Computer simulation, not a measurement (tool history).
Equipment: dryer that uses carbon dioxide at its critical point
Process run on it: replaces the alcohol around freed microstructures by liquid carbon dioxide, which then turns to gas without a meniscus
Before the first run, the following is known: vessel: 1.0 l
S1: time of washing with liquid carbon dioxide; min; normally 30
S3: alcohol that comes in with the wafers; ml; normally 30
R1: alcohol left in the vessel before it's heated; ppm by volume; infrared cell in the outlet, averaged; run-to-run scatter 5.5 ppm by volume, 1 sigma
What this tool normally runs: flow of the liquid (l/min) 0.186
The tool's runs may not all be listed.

Run 1, hour 0: usual settings. Result: R1 309 ppm by volume.
Run 2, hour 7: usual settings. Result: R1 328 ppm by volume.
Run 3, hour 15.7: usual settings. Result: R1 318 ppm by volume.
Run 4, hour 23.1: usual settings. Result: R1 330 ppm by volume.
Run 5, hour 29.1: usual settings. Result: R1 341 ppm by volume.
Run 6, hour 37.8: usual settings but S3 57 ml. Result: R1 582 ppm by volume.
Run 7, hour 45: usual settings but S3 93 ml. Result: R1 952 ppm by volume.
Run 8, hour 49.7: usual settings but S3 93 ml. Result: R1 946 ppm by volume.
Run 9, hour 55.3: usual settings but S3 93 ml. Result: R1 1024 ppm by volume.
Run 10, hour 61.8: usual settings but S1 21 min. Result: R1 1268 ppm by volume.
Run 11, hour 71.4: usual settings but S1 21 min. Result: R1 1250 ppm by volume.
Run 12, hour 77: usual settings but flow of the liquid (l/min) 0.291. Result: R1 86 ppm by volume.
Run 13, hour 83.4: usual settings but flow of the liquid (l/min) 0.291. Result: R1 89 ppm by volume.
Run 14, hour 90.3: usual settings but flow of the liquid (l/min) 0.291. Result: R1 78 ppm by volume.
Run 15, hour 95.9: usual settings. Result: R1 375 ppm by volume.
Run 16, hour 101.2: usual settings. Result: R1 382 ppm by volume.
Run 17, hour 109.6: usual settings. Result: R1 385 ppm by volume.
Run 18, hour 119.1: usual settings. Result: R1 389 ppm by volume.
Run 19, hour 129.3: usual settings. Result: R1 398 ppm by volume.
Run 20, hour 135.7: usual settings. Result: R1 399 ppm by volume.
Run 21, hour 140.2: usual settings but flow of the liquid (l/min) 0.193. Result: R1 350 ppm by volume.
Run 22, hour 148.8: usual settings but flow of the liquid (l/min) 0.193. Result: R1 369 ppm by volume.
Run 23, hour 155.8: usual settings but flow of the liquid (l/min) 0.193. Result: R1 367 ppm by volume.
Run 24, hour 160.6: usual settings but S1 20 min, flow of the liquid (l/min) 0.254. Result: R1 585 ppm by volume.
Run 25, hour 170.8: usual settings but S1 46 min, flow of the liquid (l/min) 0.187, S3 42 ml. Result: R1 131 ppm by volume.
Run 26, hour 178.2: usual settings but S1 37 min, flow of the liquid (l/min) 0.289, S3 83 ml. Result: R1 112 ppm by volume.
Run 27, hour 184.2: usual settings but S1 37 min, flow of the liquid (l/min) 0.242, S3 47 ml. Result: R1 130 ppm by volume.
Run 28, hour 189.9: usual settings but S1 26 min, flow of the liquid (l/min) 0.131, S3 55 ml. Result: R1 3661 ppm by volume.
Run 29, hour 198.6: usual settings but flow of the liquid (l/min) 0.253, S3 25 ml. Result: R1 147 ppm by volume.
Run 30, hour 205.7: usual settings but S1 31 min, flow of the liquid (l/min) 0.124. Result: R1 1475 ppm by volume.
Run 31, hour 211.1: usual settings but S1 31 min, flow of the liquid (l/min) 0.124. Result: R1 1549 ppm by volume.
Run 32, hour 221.1: usual settings but S1 31 min, flow of the liquid (l/min) 0.124. Result: R1 1469 ppm by volume.
Run 33, hour 229.9: usual settings but S1 31 min, flow of the liquid (l/min) 0.124. Result: R1 1530 ppm by volume.
Run 34, hour 238.6: usual settings but S1 47 min, flow of the liquid (l/min) 0.289. Result: R1 99 ppm by volume.
At hour 242.1: inlet filter changed.
Run 35, hour 245: usual settings but S1 47 min, flow of the liquid (l/min) 0.289. Result: R1 94 ppm by volume.
Run 36, hour 253.1: usual settings but flow of the liquid (l/min) 0.158. Result: R1 417 ppm by volume.
Run 37, hour 257.3: usual settings but flow of the liquid (l/min) 0.158. Result: R1 439 ppm by volume.
Run 38, hour 264.8: usual settings but flow of the liquid (l/min) 0.158, S3 113 ml. Result: R1 1329 ppm by volume.
Run 39, hour 274.2: usual settings but flow of the liquid (l/min) 0.158, S3 113 ml. Result: R1 1350 ppm by volume.
Run 40, hour 279: usual settings but S1 23 min, flow of the liquid (l/min) 0.139, S3 31 ml. Result: R1 1592 ppm by volume.
Run 41, hour 288.5: usual settings but S1 23 min, flow of the liquid (l/min) 0.139, S3 31 ml. Result: R1 1581 ppm by volume.
Run 42, hour 292.8: usual settings but S1 23 min, flow of the liquid (l/min) 0.139, S3 31 ml. Result: R1 1599 ppm by volume.
Run 43, hour 300.4: usual settings but S1 23 min, flow of the liquid (l/min) 0.139, S3 31 ml. Result: R1 1650 ppm by volume.
Run 44, hour 307.2: usual settings but S1 28 min, flow of the liquid (l/min) 0.305, S3 46 ml. Result: R1 132 ppm by volume.
Run 45, hour 312.4: usual settings but S1 20 min, flow of the liquid (l/min) 0.136, S3 77 ml. Result: R1 5982 ppm by volume.
Run 46, hour 320.2: usual settings but S1 41 min, flow of the liquid (l/min) 0.181, S3 42 ml. Result: R1 158 ppm by volume.

Predict each of these 5 candidate next runs independently; none follows another, all start after run 46:
Run A, hour 329.6: usual settings but S1 21 min, flow of the liquid (l/min) 0.136, S3 37 ml. Result: R1 ?.
Run B, hour 329.6: usual settings but S1 22 min, flow of the liquid (l/min) 0.281, S3 39 ml. Result: R1 ?.
Run C, hour 329.6: usual settings but S1 25 min. Result: R1 ?.
Run D, hour 329.6: usual settings but S3 67 ml. Result: R1 ?.
Run E, hour 329.6: usual settings but S1 41 min, flow of the liquid (l/min) 0.189. Result: R1 ?.

run    R1
  A  2675
  B   240
  C   486
  D   474
  E   139
Had the tool no hidden state, the same runs would have come out as:
run    R1
  A  2424
  B   114
  C   341
  D   324
  E    23
